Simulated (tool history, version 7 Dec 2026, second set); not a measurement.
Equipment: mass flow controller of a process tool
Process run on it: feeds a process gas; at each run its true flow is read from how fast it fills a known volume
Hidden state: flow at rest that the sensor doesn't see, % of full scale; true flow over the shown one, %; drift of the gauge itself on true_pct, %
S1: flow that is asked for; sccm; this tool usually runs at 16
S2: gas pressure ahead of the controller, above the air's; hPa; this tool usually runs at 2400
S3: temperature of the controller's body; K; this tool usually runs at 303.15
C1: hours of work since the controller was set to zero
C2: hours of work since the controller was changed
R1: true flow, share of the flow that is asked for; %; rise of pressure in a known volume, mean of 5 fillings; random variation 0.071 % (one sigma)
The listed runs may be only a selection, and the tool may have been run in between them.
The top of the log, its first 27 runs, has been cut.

run 28 hour=1828.6 | S1=7 S2=1650 S3=297.15 | C1=3847 C2=3847 | R1=98.99
run 29 hour=1875.5 | S1=7 S2=1650 S3=297.15 | C1=3884 C2=3884 | R1=98.92
run 30 hour=1963.5 | S1=7 S2=1440 S3=304.15 | C1=3952 C2=3952 | R1=98.50
run 31 hour=2054.7 | S1=3 S2=2400 S3=307.15 | C1=4022 C2=4022 | R1=98.70
run 32 hour=2127.1 | S1=5 S2=2400 S3=299.15 | C1=4078 C2=4078 | R1=98.87
run 33 hour=2207.7 | S1=5 S2=1680 S3=298.15 | C1=4140 C2=4140 | R1=98.44
run 34 hour=2295.7 | S1=5 S2=1680 S3=294.15 | C1=4208 C2=4208 | R1=98.53
run 35 hour=2381.7 | S1=19 S2=1420 S3=303.15 | C1=4275 C2=4275 | R1=98.96
run 36 hour=2469.6 | S1=16 S2=2400 S3=304.15 | C1=4342 C2=4342 | R1=99.19
run 37 hour=2571.3 | S1=11 S2=2400 S3=295.15 | C1=4421 C2=4421 | R1=99.08
run 38 hour=2663.5 | S1=12 S2=2400 S3=312.15 | C1=4492 C2=4492 | R1=98.64
run 39 hour=2713.2 | S1=12 S2=1400 S3=298.15 | C1=4531 C2=4531 | R1=98.44
run 40 hour=2779.8 | S1=5 S2=2400 S3=299.15 | C1=4582 C2=4582 | R1=98.30
-- hour=2823.9 gauge calibrated
run 41 hour=2864.5 | S1=5 S2=1570 S3=300.15 | C1=4648 C2=4648 | R1=98.73
run 42 hour=2932.9 | S1=5 S2=1570 S3=300.15 | C1=4700 C2=4700 | R1=98.57
run 43 hour=3029.1 | S1=2 S2=1760 S3=303.15 | C1=4775 C2=4775 | R1=98.30
run 44 hour=3075.8 | S1=2 S2=1760 S3=303.15 | C1=4811 C2=4811 | R1=98.38
run 45 hour=3163.0 | S1=2 S2=1760 S3=303.15 | C1=4878 C2=4878 | R1=98.33
run 46 hour=3229.4 | S1=17 S2=1550 S3=294.15 | C1=4929 C2=4929 | R1=99.30
run 47 hour=3289.5 | S1=16 S2=2050 S3=303.15 | C1=4976 C2=4976 | R1=99.23

What if the next run were any one of these 4? Each begins from the tool's condition after run 47:
run A hour=3373.4 | S1=12 S2=1820 S3=297.15 | C1=5041 C2=5041 | R1=?
run B hour=3373.4 | S1=5 S2=1860 S3=312.15 | C1=5041 C2=5041 | R1=?
run C hour=3373.4 | S1=2 S2=2600 S3=313.15 | C1=5041 C2=5041 | R1=?
run D hour=3373.4 | S1=13 S2=2020 S3=303.15 | C1=5041 C2=5041 | R1=?

run=A R1=99.06
run=B R1=98.10
run=C R1=98.34
run=D R1=98.93
Take away the tool's hidden state, keep each run's random variation, and the runs would have read:
run=A R1=99.56
run=B R1=98.58
run=C R1=98.81
run=D R1=99.43
